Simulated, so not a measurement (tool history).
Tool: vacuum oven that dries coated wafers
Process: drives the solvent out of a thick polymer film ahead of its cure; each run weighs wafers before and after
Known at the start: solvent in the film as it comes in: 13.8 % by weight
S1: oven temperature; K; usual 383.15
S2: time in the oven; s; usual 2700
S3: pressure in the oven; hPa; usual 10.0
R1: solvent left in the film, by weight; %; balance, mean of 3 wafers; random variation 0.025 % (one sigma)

{"run": 1, "hour": 0.0, "S1": 383.15, "S2": 2700, "S3": 10.0, "R1": 1.91}
{"run": 2, "hour": 74.1, "S1": 375.15, "S2": 2700, "S3": 10.0, "R1": 3.07}
{"run": 3, "hour": 107.4, "S1": 375.15, "S2": 2700, "S3": 10.0, "R1": 3.1}
{"run": 4, "hour": 138.6, "S1": 375.15, "S2": 2700, "S3": 10.0, "R1": 3.16}
{"run": 5, "hour": 196.9, "S1": 383.15, "S2": 2700, "S3": 10.0, "R1": 1.92}
{"run": 6, "hour": 250.0, "S1": 383.15, "S2": 2700, "S3": 10.0, "R1": 1.95}
{"run": 7, "hour": 323.4, "S1": 383.15, "S2": 2700, "S3": 10.0, "R1": 2.0}
{"run": 8, "hour": 367.5, "S1": 383.15, "S2": 2700, "S3": 33.8, "R1": 2.69}
{"run": 9, "hour": 428.5, "S1": 383.15, "S2": 2700, "S3": 33.8, "R1": 2.65}
{"run": 10, "hour": 484.6, "S1": 383.15, "S2": 2700, "S3": 33.8, "R1": 2.6}
{"run": 11, "hour": 529.0, "S1": 392.15, "S2": 2700, "S3": 10.0, "R1": 1.05}
{"run": 12, "hour": 583.0, "S1": 392.15, "S2": 2700, "S3": 10.0, "R1": 1.06}
{"hour": 587.8, "done": "vacuum gauge cleaned of residue and calibrated"}
{"run": 13, "hour": 637.6, "S1": 392.15, "S2": 2700, "S3": 10.0, "R1": 1.04}
{"run": 14, "hour": 678.5, "S1": 392.15, "S2": 2700, "S3": 10.0, "R1": 1.1}
{"run": 15, "hour": 720.1, "S1": 392.15, "S2": 2700, "S3": 10.0, "R1": 1.06}
{"hour": 735.1, "done": "vacuum gauge cleaned of residue and calibrated, once more"}
{"run": 16, "hour": 767.7, "S1": 392.15, "S2": 2700, "S3": 10.0, "R1": 1.01}
{"run": 17, "hour": 797.6, "S1": 392.15, "S2": 2820, "S3": 10.0, "R1": 0.88}
{"run": 18, "hour": 842.6, "S1": 392.15, "S2": 1800, "S3": 10.0, "R1": 2.14}
{"run": 19, "hour": 887.9, "S1": 383.15, "S2": 2700, "S3": 10.0, "R1": 1.94}
{"run": 20, "hour": 920.2, "S1": 383.15, "S2": 1560, "S3": 10.0, "R1": 3.99}
{"run": 21, "hour": 978.6, "S1": 383.15, "S2": 1560, "S3": 10.0, "R1": 3.98}
{"run": 22, "hour": 1039.6, "S1": 369.15, "S2": 2880, "S3": 5.9, "R1": 3.78}
{"run": 23, "hour": 1081.7, "S1": 369.15, "S2": 2580, "S3": 5.9, "R1": 4.18}
{"run": 24, "hour": 1120.4, "S1": 369.15, "S2": 3120, "S3": 5.5, "R1": 3.48}
{"run": 25, "hour": 1163.2, "S1": 383.15, "S2": 2940, "S3": 17.5, "R1": 1.94}
{"run": 26, "hour": 1204.9, "S1": 383.15, "S2": 2940, "S3": 17.5, "R1": 1.96}
{"run": 27, "hour": 1241.7, "S1": 383.15, "S2": 2940, "S3": 17.5, "R1": 1.97}
{"run": 28, "hour": 1305.3, "S1": 393.15, "S2": 2220, "S3": 17.5, "R1": 1.57}
{"run": 29, "hour": 1373.9, "S1": 393.15, "S2": 1440, "S3": 9.8, "R1": 2.79}
{"run": 30, "hour": 1427.3, "S1": 376.15, "S2": 4680, "S3": 20.9, "R1": 1.74}
{"run": 31, "hour": 1492.6, "S1": 387.15, "S2": 2280, "S3": 20.9, "R1": 2.36}
{"run": 32, "hour": 1538.4, "S1": 371.15, "S2": 2880, "S3": 12.8, "R1": 3.74}
{"run": 33, "hour": 1586.0, "S1": 371.15, "S2": 2880, "S3": 12.8, "R1": 3.78}
{"run": 34, "hour": 1631.5, "S1": 371.15, "S2": 2880, "S3": 12.8, "R1": 3.78}
{"run": 35, "hour": 1678.3, "S1": 371.15, "S2": 2880, "S3": 39.8, "R1": 4.73}
{"run": 36, "hour": 1738.8, "S1": 389.15, "S2": 2340, "S3": 8.0, "R1": 1.75}
{"run": 37, "hour": 1793.7, "S1": 389.15, "S2": 2340, "S3": 8.0, "R1": 1.69}
{"run": 38, "hour": 1863.6, "S1": 380.15, "S2": 2340, "S3": 18.1, "R1": 3.26}
{"run": 39, "hour": 1928.3, "S1": 392.15, "S2": 2700, "S3": 26.6, "R1": 1.41}

Measured less the same run without the tool's hidden state. The same run-to-run variation is in both; the gauge's scatter may not be:
The hidden state here: true wafer temperature over the reading, C; true pressure over the reading, kPa; drift of the gauge itself on solvent_pct, %.
run=1 R1=+0.10
run=2 R1=+0.13
run=3 R1=+0.14
run=4 R1=+0.15
run=5 R1=+0.12
run=6 R1=+0.13
run=7 R1=+0.14
run=8 R1=+0.16
run=9 R1=+0.16
run=10 R1=+0.17
run=11 R1=+0.11
run=12 R1=+0.11
run=13 R1=+0.13
run=14 R1=+0.13
run=15 R1=+0.13
run=16 R1=+0.07
run=17 R1=+0.07
run=18 R1=+0.12
run=19 R1=+0.12
run=20 R1=+0.16
run=21 R1=+0.16
run=22 R1=+0.20
run=23 R1=+0.21
run=24 R1=+0.21
run=25 R1=+0.16
run=26 R1=+0.16
run=27 R1=+0.16
run=28 R1=+0.15
run=29 R1=+0.19
run=30 R1=+0.18
run=31 R1=+0.20
run=32 R1=+0.28
run=33 R1=+0.28
run=34 R1=+0.30
run=35 R1=+0.32
run=36 R1=+0.20
run=37 R1=+0.20
run=38 R1=+0.29
run=39 R1=+0.18
